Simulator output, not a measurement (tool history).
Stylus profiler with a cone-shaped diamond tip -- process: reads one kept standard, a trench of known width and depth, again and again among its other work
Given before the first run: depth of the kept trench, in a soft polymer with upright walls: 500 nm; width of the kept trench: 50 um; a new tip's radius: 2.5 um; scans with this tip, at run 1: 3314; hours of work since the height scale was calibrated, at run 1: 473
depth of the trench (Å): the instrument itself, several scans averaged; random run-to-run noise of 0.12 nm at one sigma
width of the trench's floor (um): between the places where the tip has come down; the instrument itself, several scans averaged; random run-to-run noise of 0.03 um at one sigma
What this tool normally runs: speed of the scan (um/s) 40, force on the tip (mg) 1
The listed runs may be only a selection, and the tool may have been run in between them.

run	day	speed of the scan (um/s)	force on the tip (mg)	scans with this tip	hours of work since the height scale was calibrated	depth of the trench (Å)	width of the trench's floor (um)
1	0	40	1	3314	473	5026.9	46.42
2	0.529	40	0.46	3366	480	5020.1	46.31
3	0.929	40	0.46	3406	486	5018.5	46.32
4	1.533	40	1	3466	494	5028.2	46.46
5	2.354	40	0.9	3547	506	5026	46.45
6	2.721	40	0.9	3583	511	5026.5	46.44
7	3.621	50	1	3672	524	5028.9	46.38
8	4.496	50	1	3759	536	5029.2	46.34
9	5.375	50	1	3847	549	5030.8	46.29
10	5.75	50	1	3884	554	5030	46.35
11	6.275	50	1	3936	561	5029.3	46.29
12	6.788	50	1	3986	569	5029.7	46.31
13	7.6	40	1.05	4067	580	5032.2	46.42
14	8.429	40	1.05	4149	592	5030.8	46.45
15	8.946	27	1	4200	599	5030.5	46.55
16	9.492	40	0.53	4254	607	5021.6	46.28
17	10.304	11	1	4335	618	5030.8	46.68
18	11.029	11	1.47	4407	629	5034.5	46.68
19	11.558	11	1.47	4460	636	5034.8	46.64
20	12.312	25	0.47	4534	647	5021.2	46.42
21	12.992	25	0.47	4602	656	5020.6	46.42
22	13.862	35	2.14	4688	669	5045.7	46.46
23	14.729	35	2.14	4774	681	5046.2	46.52
24	15.454	31	0.33	4846	691	5016.8	46.21
# day 15.558: height scale calibrated on a step standard
25	16.133	31	0.33	4911	8	5020.2	46.22
26	16.592	31	0.33	4956	15	5019.5	46.21
27	17.154	38	1.09	5012	23	5033.8	46.41
28	17.888	38	1.96	5085	33	5046.9	46.51
29	18.533	18	0.54	5149	42	5026.7	46.48
30	19.154	18	0.54	5211	51	5027.7	46.44
31	19.721	47	0.45	5267	59	5024.2	46.09
# day 20.229: height scale calibrated on a step standard, once more
32	20.367	123	1.7	5329	2	5032.2	45.86
33	20.833	42	0.81	5375	9	5017.3	46.24
34	21.642	76	1.53	5455	20	5029.6	46.12
35	22.338	17	1.7	5524	30	5033.1	46.5
36	22.754	57	0.34	5566	36	5009.5	45.77
37	23.3	20	2.79	5620	43	5044.3	46.55
38	23.833	20	2.79	5672	51	5045.3	46.56

What if the next run were any one of these 5? Each begins from the tool's condition after run 38:
A	24.717	20	0.42	5760	63	?	?
B	24.717	84	0.79	5760	63	?	?
C	24.717	12	1.2	5760	63	?	?
D	24.717	18	2.96	5760	63	?	?
E	24.717	48	0.42	5760	63	?	?

run	depth of the trench (Å)	width of the trench's floor (um)
A	5014	46.36
B	5020.4	45.84
C	5024	46.54
D	5046.3	46.51
E	5011.6	45.95
What these runs would have given with no unlogged condition in the tool:
run	depth of the trench (Å)	width of the trench's floor (um)
A	5014.5	46.72
B	5020.9	46.2
C	5024.5	46.9
D	5046.7	46.87
E	5012.1	46.31

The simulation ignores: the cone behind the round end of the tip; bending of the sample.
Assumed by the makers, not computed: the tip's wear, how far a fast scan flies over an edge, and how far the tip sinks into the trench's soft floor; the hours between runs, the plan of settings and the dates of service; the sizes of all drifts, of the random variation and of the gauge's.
